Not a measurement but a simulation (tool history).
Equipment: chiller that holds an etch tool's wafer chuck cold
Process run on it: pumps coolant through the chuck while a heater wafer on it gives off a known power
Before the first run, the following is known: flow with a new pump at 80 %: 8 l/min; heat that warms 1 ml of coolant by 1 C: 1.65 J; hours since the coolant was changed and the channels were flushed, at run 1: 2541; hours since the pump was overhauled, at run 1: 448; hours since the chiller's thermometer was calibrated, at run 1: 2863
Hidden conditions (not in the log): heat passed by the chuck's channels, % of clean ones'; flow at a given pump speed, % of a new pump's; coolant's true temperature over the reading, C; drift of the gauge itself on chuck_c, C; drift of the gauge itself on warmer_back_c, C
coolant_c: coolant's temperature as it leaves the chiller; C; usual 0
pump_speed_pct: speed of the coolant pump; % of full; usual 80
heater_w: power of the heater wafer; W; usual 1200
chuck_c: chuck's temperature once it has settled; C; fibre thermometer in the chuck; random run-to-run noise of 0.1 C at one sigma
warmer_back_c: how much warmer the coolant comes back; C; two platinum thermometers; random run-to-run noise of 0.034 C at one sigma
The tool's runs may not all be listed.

| run | hour | coolant_c | pump_speed_pct | heater_w | hours since the coolant was changed and the channels were flushed | hours since the pump was overhauled | hours since the chiller's thermometer was calibrated | chuck_c | warmer_back_c |
|---|---|---|---|---|---|---|---|---|---|
| 1 | 0.0 | 0 | 80 | 1200 | 2541 | 448 | 2863 | 9.6 | 5.52 |
| 2 | 92.7 | 0 | 73 | 1200 | 2633 | 540 | 2956 | 10.3 | 6.07 |
| 3 | 190.3 | 0 | 73 | 1200 | 2731 | 638 | 3054 | 10.4 | 6.02 |
| 4 | 310.7 | 0 | 73 | 1200 | 2852 | 758 | 3174 | 10.3 | 6.05 |
| 5 | 427.3 | 0 | 73 | 1200 | 2968 | 875 | 3291 | 10.4 | 6.03 |
| 6 | 487.5 | 0 | 73 | 1200 | 3028 | 935 | 3351 | 10.4 | 6.07 |
| 7 | 542.8 | 0 | 73 | 1200 | 3084 | 990 | 3406 | 10.3 | 6.07 |
| 8 | 650.3 | 0 | 80 | 1200 | 3191 | 1098 | 3514 | 9.8 | 5.48 |
| 9 | 762.6 | 0 | 80 | 1200 | 3303 | 1210 | 3626 | 9.8 | 5.54 |
| 10 | 881.0 | 0 | 80 | 1200 | 3422 | 1329 | 3744 | 9.8 | 5.44 |
| 11 | 943.4 | 0 | 80 | 1200 | 3484 | 1391 | 3807 | 9.7 | 5.45 |
| 12 | 1033.7 | 0 | 80 | 1200 | 3575 | 1481 | 3897 | 10.0 | 5.46 |
| 13 | 1100.6 | 0 | 80 | 1200 | 3641 | 1548 | 3964 | 10.1 | 5.50 |
| 14 | 1174.3 | -1 | 80 | 1200 | 3715 | 1622 | 4038 | 8.8 | 5.45 |
| 15 | 1295.2 | -1 | 80 | 1200 | 3836 | 1743 | 4159 | 9.0 | 5.48 |
| 16 | 1379.6 | 0 | 80 | 1200 | 3920 | 1827 | 4243 | 10.0 | 5.49 |
|  | 1420.4 | chiller's thermometer calibrated |
| 17 | 1474.4 | 0 | 80 | 1200 | 4014 | 1921 | 54 | 10.0 | 5.50 |
| 18 | 1536.2 | -9 | 82 | 792 | 4076 | 1983 | 116 | -2.0 | 3.51 |
| 19 | 1633.1 | -9 | 82 | 792 | 4173 | 2080 | 213 | -2.3 | 3.51 |
| 20 | 1691.0 | 9 | 74 | 792 | 4231 | 2138 | 271 | 16.2 | 3.97 |
|  | 1743.0 | chiller's thermometer calibrated, once more |
| 21 | 1746.4 | 9 | 74 | 922 | 4285 | 2192 | 3 | 17.0 | 4.59 |
| 22 | 1796.1 | -1 | 81 | 922 | 4335 | 2242 | 53 | 6.2 | 4.24 |
| 23 | 1855.7 | 0 | 64 | 738 | 4394 | 2301 | 113 | 7.0 | 4.36 |
| 24 | 1904.7 | -8 | 96 | 751 | 4443 | 2350 | 162 | -2.5 | 2.81 |
| 25 | 1979.0 | -8 | 76 | 602 | 4518 | 2425 | 236 | -3.0 | 2.94 |
| 26 | 2074.0 | 1 | 84 | 1511 | 4613 | 2520 | 331 | 12.9 | 6.58 |
| 27 | 2162.3 | 3 | 80 | 1200 | 4701 | 2608 | 419 | 12.9 | 5.60 |

Run 28 comes next. What will it give?
| 28 | 2218.8 | 3 | 80 | 1200 | 4758 | 2665 | 476 | ? | ? |

Run 28 yielded chuck_c 13.0 C, warmer_back_c 5.47 C.
If the tool had no hidden condition, the same run with the same run-to-run variation would have returned chuck_c 11.9 C, warmer_back_c 5.40 C.
